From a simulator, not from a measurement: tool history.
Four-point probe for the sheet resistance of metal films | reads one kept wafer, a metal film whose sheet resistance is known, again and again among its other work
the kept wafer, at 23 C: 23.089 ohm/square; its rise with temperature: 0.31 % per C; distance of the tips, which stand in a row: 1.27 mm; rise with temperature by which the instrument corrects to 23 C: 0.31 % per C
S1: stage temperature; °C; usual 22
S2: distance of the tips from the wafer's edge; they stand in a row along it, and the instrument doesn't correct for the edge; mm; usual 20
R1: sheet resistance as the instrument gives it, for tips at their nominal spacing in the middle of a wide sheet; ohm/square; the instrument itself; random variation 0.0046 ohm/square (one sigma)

run    hour  S1  S2         R1
  1     0.0  22  20  23.208634
  2    40.3  32  20  23.218966
  3    82.3  32  20  23.220067
  4   118.1  32  20  23.223079
  5   162.1  32  20  23.215003
  6   198.9  22  20  23.222717
  7   244.3  29  20  23.219734
  8   281.1  29  20  23.226240
  9   308.3  29  20  23.224217
 10   330.4  29  32  23.195857
 11   372.4  29  32  23.197335
 12   408.0  29  32  23.190149
 13   431.8  22  14  23.278667
 14   471.0  34  14  23.277586
 15   503.6  19  20  23.221185
 16   537.3  19  20  23.216130
 17   559.4  22  20  23.230309
 18   602.5  22  10  23.365102
 19   637.8  22  20  23.227306
 20   666.8  22  20  23.232065
 21   712.3  22  20  23.228464
 22   734.6  22  20  23.221590
 23   773.0  22  11  23.347707
 24   799.0  22  11  23.339542
 25   840.3  26  19  23.226773
 26   866.7  26  19  23.232186
 27   892.7  26  19  23.240802
 28   923.5  26  19  23.232763
 29   970.0  19   4  24.377153
 30  1005.3  19   4  24.362284
 31  1040.7  33  20  23.238554
 32  1085.2  20  70  23.183441
 33  1126.5  20  13  23.297304
 34  1169.4  20  13  23.302399
 35  1212.7  30   8  23.491426
 36  1243.2  28  20  23.230899
 37  1264.0  26  53  23.198021
 38  1310.1  22  11  23.343207
 39  1332.1  28  13  23.311101
 40  1366.5  28  13  23.311794
 41  1391.7  20  57  23.192321
 42  1420.4  20  10  23.379059
 43  1459.8  20  25  23.214310
 44  1505.1  35   8  23.502916
 45  1546.2  35   8  23.501286

3 ways to go on from here, each from the tool as it stands after run 45. What would each give?
  A  1566.7  20  37   ?
  B  1566.7  30   8   ?
  C  1566.7  19  70   ?

run         R1
  A  23.203593
  B  23.492787
  C  23.188621
Without the tool's hidden state the same runs would have given:
run         R1
  A  23.105897
  B  23.394245
  C  23.090956
